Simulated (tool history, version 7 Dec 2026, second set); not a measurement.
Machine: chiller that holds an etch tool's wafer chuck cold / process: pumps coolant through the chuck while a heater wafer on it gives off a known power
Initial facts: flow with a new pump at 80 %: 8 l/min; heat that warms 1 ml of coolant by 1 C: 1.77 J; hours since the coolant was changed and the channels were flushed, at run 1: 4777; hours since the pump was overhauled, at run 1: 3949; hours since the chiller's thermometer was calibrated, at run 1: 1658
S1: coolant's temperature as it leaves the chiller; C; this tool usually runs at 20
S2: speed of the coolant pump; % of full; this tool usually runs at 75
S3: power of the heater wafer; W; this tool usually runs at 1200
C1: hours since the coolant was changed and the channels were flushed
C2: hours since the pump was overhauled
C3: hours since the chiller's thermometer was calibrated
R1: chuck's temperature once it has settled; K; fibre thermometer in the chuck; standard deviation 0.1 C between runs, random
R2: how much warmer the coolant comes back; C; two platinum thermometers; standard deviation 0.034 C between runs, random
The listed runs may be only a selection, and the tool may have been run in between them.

{"run": 1, "hour": 0.0, "S1": 20, "S2": 75, "S3": 1200, "C1": 4777, "C2": 3949, "C3": 1658, "R1": 306.15, "R2": 5.67}
{"run": 2, "hour": 63.3, "S1": 20, "S2": 75, "S3": 1276, "C1": 4840, "C2": 4012, "C3": 1721, "R1": 306.85, "R2": 6.07}
{"run": 3, "hour": 115.4, "S1": 20, "S2": 75, "S3": 1276, "C1": 4892, "C2": 4064, "C3": 1773, "R1": 306.65, "R2": 5.99}
{"run": 4, "hour": 183.5, "S1": 21, "S2": 75, "S3": 1200, "C1": 4960, "C2": 4132, "C3": 1841, "R1": 307.15, "R2": 5.66}
{"run": 5, "hour": 235.0, "S1": 19, "S2": 75, "S3": 1200, "C1": 5012, "C2": 4184, "C3": 1893, "R1": 305.15, "R2": 5.67}
{"run": 6, "hour": 335.3, "S1": 19, "S2": 75, "S3": 1200, "C1": 5112, "C2": 4284, "C3": 1993, "R1": 305.15, "R2": 5.72}
{"run": 7, "hour": 416.8, "S1": 19, "S2": 75, "S3": 1200, "C1": 5194, "C2": 4366, "C3": 2074, "R1": 305.25, "R2": 5.67}
{"run": 8, "hour": 481.4, "S1": 20, "S2": 75, "S3": 1200, "C1": 5258, "C2": 4430, "C3": 2139, "R1": 306.15, "R2": 5.7}
{"hour": 499.7, "done": "chiller's thermometer calibrated"}
{"run": 9, "hour": 582.7, "S1": 20, "S2": 84, "S3": 1200, "C1": 5359, "C2": 4531, "C3": 83, "R1": 305.05, "R2": 5.11}
{"run": 10, "hour": 662.7, "S1": 20, "S2": 84, "S3": 1200, "C1": 5439, "C2": 4610, "C3": 163, "R1": 305.25, "R2": 5.13}
{"run": 11, "hour": 748.1, "S1": 20, "S2": 97, "S3": 1200, "C1": 5524, "C2": 4696, "C3": 248, "R1": 303.95, "R2": 4.53}
{"run": 12, "hour": 791.3, "S1": 20, "S2": 97, "S3": 1200, "C1": 5567, "C2": 4739, "C3": 292, "R1": 303.85, "R2": 4.52}
{"run": 13, "hour": 886.1, "S1": 10, "S2": 75, "S3": 1200, "C1": 5662, "C2": 4834, "C3": 386, "R1": 296.35, "R2": 5.68}
{"run": 14, "hour": 970.5, "S1": 20, "S2": 75, "S3": 1200, "C1": 5746, "C2": 4918, "C3": 471, "R1": 306.55, "R2": 5.67}
{"run": 15, "hour": 1028.0, "S1": 20, "S2": 75, "S3": 1200, "C1": 5804, "C2": 4976, "C3": 528, "R1": 306.75, "R2": 5.74}
{"run": 16, "hour": 1096.8, "S1": 20, "S2": 75, "S3": 1200, "C1": 5873, "C2": 5045, "C3": 597, "R1": 306.35, "R2": 5.74}
{"run": 17, "hour": 1160.3, "S1": 23, "S2": 71, "S3": 1177, "C1": 5936, "C2": 5108, "C3": 661, "R1": 309.75, "R2": 5.97}
{"run": 18, "hour": 1263.8, "S1": 23, "S2": 71, "S3": 1177, "C1": 6040, "C2": 5212, "C3": 764, "R1": 309.75, "R2": 5.91}
{"run": 19, "hour": 1353.4, "S1": 23, "S2": 68, "S3": 1177, "C1": 6129, "C2": 5301, "C3": 854, "R1": 310.25, "R2": 6.21}
{"run": 20, "hour": 1418.8, "S1": 23, "S2": 68, "S3": 1177, "C1": 6195, "C2": 5367, "C3": 919, "R1": 310.25, "R2": 6.14}
{"run": 21, "hour": 1512.2, "S1": 15, "S2": 88, "S3": 1177, "C1": 6288, "C2": 5460, "C3": 1013, "R1": 299.65, "R2": 4.83}
{"hour": 1523.0, "done": "coolant pump overhauled"}
{"run": 22, "hour": 1606.4, "S1": 15, "S2": 88, "S3": 1177, "C1": 6377, "C2": 83, "C3": 1102, "R1": 299.75, "R2": 4.9}
{"run": 23, "hour": 1660.8, "S1": 18, "S2": 60, "S3": 658, "C1": 6432, "C2": 138, "C3": 1156, "R1": 300.05, "R2": 3.97}
{"run": 24, "hour": 1744.1, "S1": 20, "S2": 74, "S3": 609, "C1": 6515, "C2": 221, "C3": 1239, "R1": 300.05, "R2": 2.96}
{"run": 25, "hour": 1794.5, "S1": 20, "S2": 74, "S3": 609, "C1": 6565, "C2": 271, "C3": 1290, "R1": 300.15, "R2": 3.03}
{"run": 26, "hour": 1854.4, "S1": 27, "S2": 61, "S3": 782, "C1": 6625, "C2": 331, "C3": 1350, "R1": 310.65, "R2": 4.63}
{"run": 27, "hour": 1910.2, "S1": 19, "S2": 77, "S3": 1200, "C1": 6681, "C2": 387, "C3": 1406, "R1": 305.65, "R2": 5.71}
{"run": 28, "hour": 1958.4, "S1": 20, "S2": 64, "S3": 1123, "C1": 6729, "C2": 435, "C3": 1454, "R1": 307.75, "R2": 6.43}
{"run": 29, "hour": 2047.8, "S1": 24, "S2": 99, "S3": 1123, "C1": 6819, "C2": 525, "C3": 1543, "R1": 307.65, "R2": 4.24}
{"hour": 2067.0, "done": "coolant pump overhauled, once more"}
{"run": 30, "hour": 2124.8, "S1": 15, "S2": 63, "S3": 1123, "C1": 6891, "C2": 58, "C3": 1615, "R1": 302.05, "R2": 5.93}
{"run": 31, "hour": 2227.2, "S1": 30, "S2": 90, "S3": 612, "C1": 6993, "C2": 160, "C3": 1718, "R1": 308.65, "R2": 2.33}
{"run": 32, "hour": 2318.5, "S1": 13, "S2": 65, "S3": 1051, "C1": 7084, "C2": 252, "C3": 1809, "R1": 298.75, "R2": 5.41}

Each row is a separate what-if for the run after 32, all from the same tool condition, not one after another. Results?
{"run": "A", "hour": 2376.4, "S1": 22, "S2": 68, "S3": 1200, "C1": 7142, "C2": 309, "C3": 1867, "R1": "?", "R2": "?"}
{"run": "B", "hour": 2376.4, "S1": 13, "S2": 86, "S3": 1004, "C1": 7142, "C2": 309, "C3": 1867, "R1": "?", "R2": "?"}
{"run": "C", "hour": 2376.4, "S1": 13, "S2": 69, "S3": 1358, "C1": 7142, "C2": 309, "C3": 1867, "R1": "?", "R2": "?"}
{"run": "D", "hour": 2376.4, "S1": 10, "S2": 82, "S3": 1200, "C1": 7142, "C2": 309, "C3": 1867, "R1": "?", "R2": "?"}

run=A R1=308.95 R2=5.89
run=B R1=295.65 R2=3.94
run=C R1=301.85 R2=6.65
run=D R1=294.95 R2=4.90
Without the tool's unlogged condition, the same runs would have read:
run=A R1=307.55 R2=5.89
run=B R1=294.65 R2=3.94
run=C R1=300.15 R2=6.65
run=D R1=293.65 R2=4.90

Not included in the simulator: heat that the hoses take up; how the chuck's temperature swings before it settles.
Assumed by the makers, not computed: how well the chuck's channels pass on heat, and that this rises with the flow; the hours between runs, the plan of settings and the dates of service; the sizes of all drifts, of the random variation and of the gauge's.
